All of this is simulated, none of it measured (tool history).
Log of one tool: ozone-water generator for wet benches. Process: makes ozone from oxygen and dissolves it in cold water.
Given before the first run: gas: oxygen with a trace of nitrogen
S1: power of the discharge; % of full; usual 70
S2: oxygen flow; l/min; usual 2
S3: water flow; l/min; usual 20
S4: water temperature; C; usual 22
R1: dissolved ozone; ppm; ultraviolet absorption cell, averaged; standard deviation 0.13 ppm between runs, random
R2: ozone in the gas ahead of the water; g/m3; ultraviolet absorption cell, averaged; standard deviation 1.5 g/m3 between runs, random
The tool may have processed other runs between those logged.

run 1 hour=0 | S1=70 S2=2 S3=20 S4=22 | R1=14.4 R2=273.9
run 2 hour=51.4 | S1=70 S2=2 S3=20 S4=22 | R1=14.8 R2=274.1
run 3 hour=99.5 | S1=70 S2=2 S3=20 S4=22 | R1=14.4 R2=275.1
run 4 hour=147.9 | S1=70 S2=2 S3=20 S4=22 | R1=14.6 R2=274.7
run 5 hour=205.5 | S1=70 S2=2 S3=20 S4=22 | R1=14.7 R2=277.1
run 6 hour=292.7 | S1=70 S2=1.62 S3=20 S4=22 | R1=13.4 R2=299.2
run 7 hour=366.6 | S1=70 S2=1.62 S3=20 S4=22 | R1=13.4 R2=301.6
run 8 hour=423.4 | S1=70 S2=1.62 S3=20 S4=22 | R1=13.5 R2=298.8
run 9 hour=468.6 | S1=56 S2=2 S3=20 S4=22 | R1=12.5 R2=235.8
run 10 hour=536.3 | S1=56 S2=2 S3=20 S4=22 | R1=12.3 R2=237.2
run 11 hour=592.1 | S1=70 S2=2 S3=20 S4=22 | R1=14.7 R2=275.4
run 12 hour=657.7 | S1=70 S2=2 S3=20 S4=20 | R1=14.8 R2=277.8
run 13 hour=730.5 | S1=70 S2=2 S3=20 S4=20 | R1=14.8 R2=274.3
run 14 hour=826.9 | S1=70 S2=2 S3=20 S4=22 | R1=14.6 R2=274.8
run 15 hour=921.6 | S1=60 S2=2 S3=20 S4=22 | R1=13.1 R2=247.3
run 16 hour=967.7 | S1=70 S2=2 S3=20 S4=22 | R1=14.4 R2=277.5
run 17 hour=1028.3 | S1=68 S2=2.28 S3=19 S4=21 | R1=15.8 R2=255.7
run 18 hour=1106.1 | S1=63 S2=1.39 S3=22 S4=24 | R1=10.6 R2=295.5
run 19 hour=1183.7 | S1=70 S2=2 S3=20 S4=22 | R1=14.7 R2=277.2
run 20 hour=1253.4 | S1=70 S2=2 S3=20 S4=22 | R1=14.6 R2=273.2
run 21 hour=1300.2 | S1=70 S2=2 S3=20 S4=22 | R1=14.4 R2=276
run 22 hour=1401.8 | S1=70 S2=2.29 S3=17 S4=24 | R1=17.3 R2=262.2
run 23 hour=1470.3 | S1=70 S2=2.29 S3=17 S4=29 | R1=16.4 R2=260.1
run 24 hour=1526.6 | S1=70 S2=2.29 S3=17 S4=29 | R1=16.1 R2=261.2
run 25 hour=1614.2 | S1=70 S2=1.58 S3=20 S4=29 | R1=12.8 R2=302
run 26 hour=1657.4 | S1=59 S2=1.58 S3=20 S4=15 | R1=12.3 R2=268.4
run 27 hour=1717.1 | S1=70 S2=1.7 S3=20 S4=25 | R1=13.6 R2=295.6
run 28 hour=1786.4 | S1=48 S2=2 S3=14 S4=22 | R1=15.6 R2=212.8
run 29 hour=1872.8 | S1=48 S2=1.04 S3=15 S4=28 | R1=11 R2=278.1
run 30 hour=1926.6 | S1=77 S2=1.74 S3=12 S4=17 | R1=24.9 R2=310.2
run 31 hour=2016.9 | S1=45 S2=1.35 S3=20 S4=22 | R1=9.2 R2=237.8
run 32 hour=2115.7 | S1=45 S2=2.72 S3=17 S4=21 | R1=13.8 R2=179.5

Not shown here: 1 entry made in the log between runs. Locate each between two listed runs and compare the hidden state at the listed run before it with the hidden state at the listed run after it:
Runs 24 to 25: contactor cleaned (hour 1536.4)
  contactor's efficiency, % of a clean one's: 99.9 -> 100

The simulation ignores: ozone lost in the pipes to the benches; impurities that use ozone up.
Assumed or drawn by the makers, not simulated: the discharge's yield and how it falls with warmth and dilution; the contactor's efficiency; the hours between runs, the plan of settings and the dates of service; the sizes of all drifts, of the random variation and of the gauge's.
